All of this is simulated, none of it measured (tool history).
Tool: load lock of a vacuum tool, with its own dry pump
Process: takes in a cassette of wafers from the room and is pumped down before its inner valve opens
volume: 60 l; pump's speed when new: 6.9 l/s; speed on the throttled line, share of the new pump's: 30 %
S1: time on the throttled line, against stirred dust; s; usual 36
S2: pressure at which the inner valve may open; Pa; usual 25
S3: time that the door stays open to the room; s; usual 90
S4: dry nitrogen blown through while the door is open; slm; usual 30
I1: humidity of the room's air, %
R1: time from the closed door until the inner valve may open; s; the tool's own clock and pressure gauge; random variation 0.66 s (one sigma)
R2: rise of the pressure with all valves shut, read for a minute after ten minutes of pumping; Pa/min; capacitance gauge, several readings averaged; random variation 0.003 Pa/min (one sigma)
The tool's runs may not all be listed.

run,day,S1,S2,S3,S4,I1,R1,R2
1,0.000,36,25,90,30,46.3,109.5,0.084
2,7.275,36,25,90,30,44.9,109.5,0.085
3,14.150,36,25,90,30,43.7,108.6,0.087
4,22.562,36,25,90,30,39.7,110.4,0.090
5,26.321,36,25,90,30,45.4,110.1,0.095
6,33.442,36,25,90,30,44.9,110.5,0.099
7,42.012,36,25,90,30,47.0,109.9,0.103
8,48.821,35,25,48,18,46.7,110.9,0.106
9,55.629,49,25,90,36,44.8,119.0,0.116
10,63.175,36,25,66,30,46.2,111.4,0.111

Run 11 comes next. What will it give?
11,68.012,64,25,66,9,45.3,?,?

Run 11 gave R1 129.5 s, R2 0.122 Pa/min.
Without the tool's hidden state the same run would have given R1 117.3 s, R2 0.029 Pa/min.
